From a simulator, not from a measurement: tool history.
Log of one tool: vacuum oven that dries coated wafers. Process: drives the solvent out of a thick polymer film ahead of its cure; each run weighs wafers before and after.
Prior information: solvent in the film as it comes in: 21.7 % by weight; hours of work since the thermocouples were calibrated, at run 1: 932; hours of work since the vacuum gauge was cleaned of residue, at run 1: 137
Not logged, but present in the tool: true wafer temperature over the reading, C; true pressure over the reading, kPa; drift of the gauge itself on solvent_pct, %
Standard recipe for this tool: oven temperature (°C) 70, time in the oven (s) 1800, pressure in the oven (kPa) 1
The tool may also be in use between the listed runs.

| run | hour | oven temperature (°C) | time in the oven (s) | pressure in the oven (kPa) | hours of work since the thermocouples were calibrated | hours of work since the vacuum gauge was cleaned of residue | solvent left in the film (%) |
|---|---|---|---|---|---|---|---|
| 1 | 0 | 70 | 1800 | 1 | 932 | 137 | 1.32 |
| 2 | 33.4 | 70 | 1800 | 1 | 950 | 154 | 1.3 |
| 3 | 63.6 | 70 | 1800 | 1 | 965 | 170 | 1.31 |
| 4 | 102.5 | 70 | 1800 | 1 | 985 | 190 | 1.31 |
| 5 | 124.3 | 70 | 1800 | 1 | 996 | 201 | 1.31 |
| 6 | 147.1 | 70 | 1800 | 1 | 1008 | 213 | 1.34 |
|  | 160.2 | oven's thermocouples calibrated |
| 7 | 175.9 | 70 | 1800 | 1 | 8 | 227 | 1.3 |
| 8 | 196 | 70 | 1800 | 1.12 | 18 | 237 | 1.35 |
| 9 | 223.6 | 70 | 1800 | 1.12 | 33 | 251 | 1.34 |
| 10 | 239.6 | 62 | 1800 | 1 | 41 | 259 | 4.33 |
| 11 | 263.6 | 62 | 1800 | 1 | 53 | 272 | 4.29 |
| 12 | 302.9 | 70 | 1800 | 1 | 74 | 292 | 1.3 |
| 13 | 327.7 | 70 | 1200 | 1 | 86 | 305 | 2.91 |
| 14 | 361.1 | 70 | 2520 | 1 | 104 | 322 | 0.59 |
| 15 | 394.5 | 70 | 2520 | 1 | 121 | 339 | 0.64 |
| 16 | 428.3 | 70 | 2520 | 1 | 138 | 357 | 0.66 |
| 17 | 446.3 | 70 | 2520 | 1 | 148 | 366 | 0.61 |
| 18 | 466.5 | 70 | 1800 | 1 | 158 | 376 | 1.35 |
| 19 | 494.2 | 80 | 1800 | 1 | 172 | 391 | 0.24 |
| 20 | 516 | 80 | 1800 | 1 | 183 | 402 | 0.24 |
| 21 | 535.1 | 70 | 1800 | 1 | 193 | 412 | 1.29 |
| 22 | 567.8 | 70 | 1800 | 1 | 210 | 429 | 1.32 |
| 23 | 589.4 | 70 | 1800 | 0.8 | 221 | 440 | 1.27 |
| 24 | 628 | 70 | 1800 | 0.8 | 241 | 460 | 1.29 |
| 25 | 652 | 70 | 1800 | 0.62 | 254 | 472 | 1.22 |
| 26 | 683.2 | 65 | 1020 | 1 | 270 | 488 | 6.21 |
| 27 | 705.3 | 61 | 900 | 1.92 | 281 | 500 | 9.4 |
| 28 | 721.9 | 82 | 1080 | 3.05 | 290 | 508 | 0.82 |
| 29 | 761.4 | 82 | 1080 | 3.05 | 310 | 528 | 0.81 |
| 30 | 797.8 | 82 | 1080 | 3.05 | 329 | 547 | 0.81 |
| 31 | 829.7 | 82 | 1080 | 3.05 | 345 | 564 | 0.79 |
| 32 | 862.5 | 80 | 1800 | 0.62 | 362 | 581 | 0.17 |
| 33 | 893.8 | 80 | 1800 | 0.62 | 378 | 597 | 0.17 |
| 34 | 928.4 | 80 | 1260 | 0.6 | 396 | 615 | 0.4 |
| 35 | 961.5 | 70 | 1800 | 0.88 | 413 | 632 | 1.27 |
| 36 | 997.4 | 62 | 1800 | 1 | 432 | 650 | 4.28 |
| 37 | 1029.9 | 62 | 1080 | 3.53 | 448 | 667 | 8.15 |
| 38 | 1054.8 | 62 | 2640 | 1.19 | 461 | 680 | 2.43 |
| 39 | 1089.8 | 82 | 1320 | 0.6 | 479 | 698 | 0.21 |
| 40 | 1127.1 | 82 | 1320 | 0.6 | 498 | 717 | 0.22 |
| 41 | 1152.4 | 71 | 2040 | 2.16 | 511 | 730 | 1.13 |
| 42 | 1173.7 | 73 | 2040 | 1.83 | 522 | 741 | 0.77 |
| 43 | 1191.9 | 67 | 1260 | 1.44 | 532 | 750 | 4.06 |
| 44 | 1214.3 | 75 | 1800 | 1 | 543 | 762 | 0.51 |
| 45 | 1239.4 | 64 | 2160 | 3.6 | 556 | 775 | 3.38 |
| 46 | 1274.2 | 64 | 2160 | 3.6 | 574 | 793 | 3.38 |
| 47 | 1292.3 | 65 | 3060 | 1.33 | 584 | 802 | 1.16 |
| 48 | 1326.1 | 84 | 1860 | 1.33 | 601 | 820 | 0.23 |

For each entry between runs, how does the tool's hidden state at the last listed run before it compare with that at the first listed run after it?
After run 6, before run 7: oven's thermocouples calibrated (hour 160.2)
  true wafer temperature over the reading, C: 0.01 -> -0.01

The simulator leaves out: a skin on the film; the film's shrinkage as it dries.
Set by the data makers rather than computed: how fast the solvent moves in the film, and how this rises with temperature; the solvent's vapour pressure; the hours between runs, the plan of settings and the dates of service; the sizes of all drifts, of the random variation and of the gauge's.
